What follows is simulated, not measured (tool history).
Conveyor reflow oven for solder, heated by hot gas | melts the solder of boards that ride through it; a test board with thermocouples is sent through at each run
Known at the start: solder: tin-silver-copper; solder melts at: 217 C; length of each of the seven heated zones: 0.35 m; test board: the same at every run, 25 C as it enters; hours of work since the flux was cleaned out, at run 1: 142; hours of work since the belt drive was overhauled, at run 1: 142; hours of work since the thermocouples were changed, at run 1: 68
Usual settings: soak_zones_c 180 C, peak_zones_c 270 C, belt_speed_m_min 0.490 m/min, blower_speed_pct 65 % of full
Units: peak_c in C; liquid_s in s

run,day,soak_zones_c,peak_zones_c,belt_speed_m_min,blower_speed_pct,hours of work since the flux was cleaned out,hours of work since the belt drive was overhauled,hours of work since the thermocouples were changed,peak_c,liquid_s
1,0.000,180,270,0.490,65,142,142,68,253.4,67.4
2,3.512,180,270,0.490,65,192,192,118,253.1,66.9
3,5.796,180,270,0.454,65,225,225,150,255.5,75.0
4,7.400,180,270,0.454,65,248,248,173,255.5,74.9
5,9.358,180,270,0.490,69,276,276,201,254.2,68.0
6,11.575,180,270,0.490,69,307,307,233,254.0,67.7
7,13.783,180,270,0.490,69,339,339,264,254.2,67.9
# day 16.488: flux residue cleaned out of gas plates and filters
8,17.321,188,270,0.490,65,12,386,311,253.9,71.3
9,20.362,180,270,0.490,65,55,430,355,252.4,66.0
10,24.058,180,270,0.490,65,108,482,407,252.0,65.9
11,26.312,180,270,0.490,65,140,514,440,252.1,65.9
# day 27.142: flux residue cleaned out of gas plates and filters, once more
12,30.125,180,276,0.485,65,43,566,491,260.5,73.2
13,33.083,185,271,0.393,65,85,608,533,261.9,95.8
14,35.529,185,271,0.393,65,120,643,568,262.0,96.0
15,37.288,185,271,0.393,65,145,668,593,261.8,95.7
16,41.154,180,271,0.490,65,200,723,648,255.1,68.8
# day 43.858: thermocouples of zones 6 and 7 changed
17,44.862,180,271,0.490,65,251,775,14,254.0,68.1
18,47.058,180,271,0.490,65,283,806,46,253.9,68.1
19,50.096,180,282,0.490,52,326,849,89,258.8,70.7
20,52.700,185,274,0.511,65,363,886,126,255.8,68.3
# day 53.688: flux residue cleaned out of gas plates and filters
21,56.221,182,278,0.458,65,36,933,173,263.9,81.7
22,58.025,184,276,0.490,65,62,959,199,260.5,74.4

Forecast each of these 3 alternatives for the next run:
A,60.504,184,270,0.452,65,97,994,234,?,?
B,60.504,184,276,0.490,70,97,994,234,?,?
C,60.504,169,276,0.509,53,97,994,234,?,?

run,peak_c,liquid_s
A,257.3,79.5
B,261.5,75.7
C,251.6,58.4
Without the tool's hidden state the same runs would have given:
run,peak_c,liquid_s
A,257.3,78.6
B,261.5,74.9
C,251.6,57.8
